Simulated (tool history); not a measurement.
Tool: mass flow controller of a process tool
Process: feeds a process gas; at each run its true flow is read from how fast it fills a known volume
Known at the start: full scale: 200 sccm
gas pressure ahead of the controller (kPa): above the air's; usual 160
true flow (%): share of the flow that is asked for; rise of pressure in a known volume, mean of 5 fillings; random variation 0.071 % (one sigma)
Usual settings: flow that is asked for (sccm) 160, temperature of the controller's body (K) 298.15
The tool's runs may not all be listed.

run	day	flow that is asked for (sccm)	gas pressure ahead of the controller (kPa)	temperature of the controller's body (K)	true flow (%)
1	0	160	160	298.15	97.63
2	5.817	181	160	298.15	97.86
3	11.912	24	160	298.15	92.65
4	20.667	23	160	298.15	92.06
5	31.112	23	160	298.15	91.67
6	36.592	160	160	298.15	97.49
7	48.458	160	160	298.15	97.37
8	61.067	160	160	298.15	97.22
# day 66.471: controller exchanged for a calibrated one
9	73.933	160	160	298.15	99.6
10	81.762	160	255	298.15	99.81
11	89.083	125	160	298.15	99.31
12	95.2	125	160	298.15	99.31
13	104.325	160	160	298.15	99.48
14	110.542	160	160	298.15	99.44
15	122.167	160	160	298.15	99.39
16	134.933	160	160	298.15	99.38
17	147.296	160	160	302.15	99.46
18	153.367	146	226	298.15	99.17
19	158.875	56	148	296.15	97.66
20	169.392	35	244	302.15	97.26
21	179.829	35	244	302.15	97.15
22	187.871	133	244	311.15	99.31
23	197.479	133	207	311.15	99.31
24	210.333	133	207	311.15	99.16
25	218.217	21	221	298.15	94.58
26	230.992	21	221	298.15	94.23
27	243.929	160	160	295.15	98.49
28	253.512	160	160	295.15	98.41
29	260.058	160	160	295.15	98.49
30	272.729	153	175	298.15	98.32
31	284.117	153	175	298.15	98.3
32	295.642	31	160	302.15	94.32

3 ways to go on from here, each from the tool as it stands after run 32. What would each give?
A	305.892	38	229	302.15	?
B	305.892	34	167	313.15	?
C	305.892	123	160	294.15	?

run	true flow (%)
A	95.23
B	94.99
C	97.52
Without the tool's hidden state the same runs would have given:
run	true flow (%)
A	99.34
B	99.51
C	99.21
